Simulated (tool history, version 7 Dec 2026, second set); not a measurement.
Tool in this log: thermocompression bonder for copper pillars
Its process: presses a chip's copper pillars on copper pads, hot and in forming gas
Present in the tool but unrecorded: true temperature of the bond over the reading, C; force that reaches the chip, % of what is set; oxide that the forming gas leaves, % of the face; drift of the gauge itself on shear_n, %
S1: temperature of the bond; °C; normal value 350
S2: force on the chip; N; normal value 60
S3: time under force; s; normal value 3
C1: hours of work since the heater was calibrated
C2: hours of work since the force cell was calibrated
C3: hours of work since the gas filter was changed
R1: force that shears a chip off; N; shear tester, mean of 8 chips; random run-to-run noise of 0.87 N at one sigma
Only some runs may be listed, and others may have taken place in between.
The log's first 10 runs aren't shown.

| run | day | S1 | S2 | S3 | C1 | C2 | C3 | R1 |
|---|---|---|---|---|---|---|---|---|
| 11 | 5.042 | 350 | 60 | 3 | 567 | 629 | 7 | 64.1 |
| 12 | 5.417 | 350 | 60 | 2 | 572 | 635 | 13 | 56.7 |
| 13 | 5.875 | 350 | 60 | 3 | 579 | 642 | 20 | 65.4 |
| 14 | 6.388 | 350 | 60 | 3 | 587 | 650 | 28 | 65.7 |
| 15 | 7.083 | 350 | 60 | 3 | 598 | 661 | 39 | 65.1 |
| 16 | 7.729 | 350 | 60 | 3 | 608 | 671 | 49 | 62.7 |
| 17 | 8.392 | 350 | 60 | 3 | 618 | 681 | 59 | 62.8 |
| 18 | 8.788 | 350 | 60 | 3 | 625 | 687 | 65 | 64.5 |
| 19 | 9.558 | 350 | 60 | 2 | 637 | 699 | 77 | 55.8 |
| 20 | 10.233 | 350 | 60 | 2 | 647 | 710 | 88 | 56.2 |
| 21 | 10.658 | 329 | 72 | 3 | 654 | 716 | 94 | 58.2 |
| 22 | 11.429 | 344 | 72 | 5 | 665 | 728 | 106 | 80.4 |
| 23 | 11.879 | 350 | 45 | 2 | 672 | 735 | 113 | 41.8 |
| 24 | 12.362 | 350 | 45 | 2 | 680 | 743 | 121 | 41.3 |
| 25 | 12.792 | 359 | 68 | 4 | 687 | 749 | 127 | 82.7 |
|  | 12.929 | force cell calibrated |
| 26 | 13.412 | 359 | 68 | 4 | 695 | 7 | 136 | 80.9 |

Predict the results of run 27:
| 27 | 13.929 | 348 | 66 | 6 | 703 | 15 | 144 | ? |

Run 27 came out at R1 80.6 N.
Without the tool's hidden state the same run would have given R1 90.6 N.

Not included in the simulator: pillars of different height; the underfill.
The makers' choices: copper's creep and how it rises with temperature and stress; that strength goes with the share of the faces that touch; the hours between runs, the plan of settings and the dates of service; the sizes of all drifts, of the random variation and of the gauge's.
